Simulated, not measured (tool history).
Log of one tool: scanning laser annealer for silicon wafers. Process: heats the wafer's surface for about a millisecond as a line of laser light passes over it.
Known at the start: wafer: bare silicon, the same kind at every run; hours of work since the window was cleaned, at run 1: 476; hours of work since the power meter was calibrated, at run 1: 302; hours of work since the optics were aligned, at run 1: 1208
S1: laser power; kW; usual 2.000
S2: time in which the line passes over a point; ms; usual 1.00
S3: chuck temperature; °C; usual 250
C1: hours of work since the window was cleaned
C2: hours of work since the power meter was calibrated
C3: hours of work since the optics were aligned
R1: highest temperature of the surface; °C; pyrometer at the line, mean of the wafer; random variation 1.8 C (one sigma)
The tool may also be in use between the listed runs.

run   hour     S1    S2   S3   C1   C2    C3   R1
  1    0.0  2.000  1.00  250  476  302  1208  941
  2   52.2  2.000  1.00  250  502  329  1234  941
  3   88.8  2.000  1.00  250  521  347  1253  940
  4  123.0  2.000  1.00  250  538  364  1270  938
  5  172.2  2.000  1.00  250  563  389  1295  937
  6  193.3  2.000  0.81  250  573  400  1305  863
  7  231.6  2.000  0.72  250  593  419  1325  824
  8  279.9  2.000  0.72  250  617  443  1349  825
  9  331.9  2.000  0.72  250  643  469  1375  822
     337.2  -- window over the wafer cleaned
 10  380.7  1.875  0.90  250   22  493  1399  827
 11  423.9  1.875  0.95  217   44  515  1420  809
 12  462.9  2.000  0.92  250   63  534  1440  881
 13  487.6  2.000  0.92  250   76  547  1452  879
 14  524.8  1.954  1.00  250   94  566  1471  886
     540.2  -- window over the wafer cleaned, once more
 15  578.1  2.113  0.85  230   19  591  1497  937
 16  602.4  1.746  1.00  250   31  604  1509  853

5 ways to go on from here, each from the tool as it stands after run 16. What would each give?
  A  646.0  2.172  0.85  262  53  626  1531   ?
  B  646.0  2.183  1.00  250  53  626  1531   ?
  C  646.0  1.746  1.00  210  53  626  1531   ?
  D  646.0  1.834  0.85  214  53  626  1531   ?
  E  646.0  1.776  0.88  226  53  626  1531   ?

run    R1
  A   990
  B  1048
  C   807
  D   802
  E   801
Without the tool's hidden state the same runs would have given:
run    R1
  A  1008
  B  1067
  C   821
  D   816
  E   815
